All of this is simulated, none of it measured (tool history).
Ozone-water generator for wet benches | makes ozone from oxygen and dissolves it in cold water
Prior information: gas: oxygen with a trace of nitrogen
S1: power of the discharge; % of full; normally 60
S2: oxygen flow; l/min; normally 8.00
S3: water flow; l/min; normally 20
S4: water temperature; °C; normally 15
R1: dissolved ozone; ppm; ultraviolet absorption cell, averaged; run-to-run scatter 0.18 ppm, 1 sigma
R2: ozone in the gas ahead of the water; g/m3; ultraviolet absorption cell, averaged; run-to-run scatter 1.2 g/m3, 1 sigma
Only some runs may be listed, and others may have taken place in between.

| run | day | S1 | S2 | S3 | S4 | R1 | R2 |
|---|---|---|---|---|---|---|---|
| 1 | 0.000 | 60 | 8.00 | 20 | 15 | 21.2 | 184.8 |
| 2 | 6.417 | 60 | 8.00 | 20 | 15 | 21.1 | 183.6 |
| 3 | 11.904 | 60 | 8.00 | 20 | 15 | 20.7 | 184.1 |
| 4 | 17.704 | 60 | 8.00 | 20 | 15 | 20.9 | 182.8 |
| 5 | 25.721 | 60 | 8.00 | 20 | 15 | 20.6 | 181.5 |
| 6 | 29.625 | 60 | 8.00 | 20 | 15 | 20.4 | 180.7 |
| 7 | 37.267 | 60 | 8.00 | 20 | 15 | 23.6 | 213.0 |
| 8 | 43.312 | 60 | 8.00 | 22 | 15 | 23.2 | 211.4 |
| 9 | 49.112 | 57 | 8.00 | 20 | 15 | 23.9 | 201.2 |
| 10 | 53.325 | 60 | 8.00 | 20 | 15 | 24.6 | 211.4 |
| 11 | 57.938 | 60 | 8.00 | 20 | 15 | 24.4 | 210.8 |
| 12 | 62.446 | 60 | 8.00 | 20 | 15 | 24.2 | 212.0 |
| 13 | 65.792 | 60 | 8.00 | 20 | 15 | 24.1 | 208.9 |
| 14 | 73.471 | 60 | 8.00 | 21 | 15 | 23.3 | 207.9 |
| 15 | 78.717 | 60 | 8.00 | 21 | 15 | 23.5 | 209.3 |
| 16 | 85.092 | 60 | 8.00 | 21 | 15 | 23.3 | 208.7 |
| 17 | 89.908 | 60 | 13.07 | 14 | 10 | 30.2 | 165.0 |
| 18 | 96.362 | 60 | 13.07 | 27 | 7 | 21.9 | 163.4 |
| 19 | 101.058 | 60 | 13.07 | 27 | 7 | 21.5 | 163.2 |
| 20 | 106.675 | 51 | 8.00 | 19 | 20 | 19.6 | 181.3 |
| 21 | 110.646 | 51 | 8.00 | 19 | 20 | 19.3 | 181.3 |
| 22 | 117.521 | 51 | 7.36 | 19 | 22 | 18.3 | 188.8 |
| 23 | 125.117 | 70 | 5.10 | 14 | 14 | 33.0 | 280.1 |
| 24 | 130.346 | 89 | 5.10 | 14 | 9 | 42.5 | 331.8 |
| 25 | 136.754 | 60 | 10.06 | 22 | 15 | 22.1 | 181.9 |
| 26 | 140.967 | 60 | 6.00 | 20 | 15 | 23.2 | 231.5 |
| 27 | 147.812 | 68 | 8.00 | 22 | 19 | 22.6 | 218.5 |
| 28 | 155.142 | 46 | 5.23 | 22 | 9 | 18.7 | 201.2 |
| 29 | 160.900 | 60 | 8.00 | 28 | 10 | 19.7 | 199.2 |
| 30 | 168.392 | 60 | 8.00 | 20 | 17 | 21.9 | 199.3 |
| 31 | 175.492 | 43 | 4.16 | 20 | 8 | 18.7 | 212.3 |
| 32 | 182.408 | 77 | 11.28 | 20 | 15 | 26.2 | 197.8 |

Missing from the log above: 5 entries noted between runs. For each, name the pair of listed runs it sits between and say how the tool's hidden condition differs from the listed run just before to the listed run just after:
From run 6 to run 7: electrodes of the discharge changed (day 32.467)
  yield of the discharge, % of new electrodes': 83.5 -> 100.2; contactor's efficiency, % of a clean one's: 91.8 -> 91; true water temperature over the reading, C: 0.13 -> 0.14
  measured less the result without the state, R1: -4.9 -> -1.4 ppm; R2: -31.5 -> +0.3 g/m3
From run 7 to run 8: contactor cleaned (day 41.375)
  yield of the discharge, % of new electrodes': 100.2 -> 99.8; contactor's efficiency, % of a clean one's: 91 -> 98.5
  measured less the result without the state, R1: -1.4 -> -0.3 ppm; R2: +0.3 -> -0.3 g/m3
From run 15 to run 16: water thermometer calibrated (day 79.383)
  yield of the discharge, % of new electrodes': 97.7 -> 97.3; contactor's efficiency, % of a clean one's: 95.1 -> 94.5; true water temperature over the reading, C: 0.17 -> 0.26
  measured less the result without the state, R1: -1.3 -> -1.4 ppm; R2: -4.5 -> -5.1 g/m3
From run 22 to run 23: water thermometer calibrated, once more (day 123.388)
  yield of the discharge, % of new electrodes': 95.3 -> 94.9; contactor's efficiency, % of a clean one's: 91.2 -> 90.4; true water temperature over the reading, C: 0.29 -> 0.04
  measured less the result without the state, R1: -1.9 -> -3.8 ppm; R2: -7.0 -> -15.1 g/m3
From run 24 to run 25: contactor cleaned (day 135.762)
  yield of the discharge, % of new electrodes': 94.6 -> 94.2; contactor's efficiency, % of a clean one's: 89.9 -> 99.6; true water temperature over the reading, C: 0.04 -> 0.05
  measured less the result without the state, R1: -5.7 -> -1.3 ppm; R2: -22.5 -> -9.9 g/m3
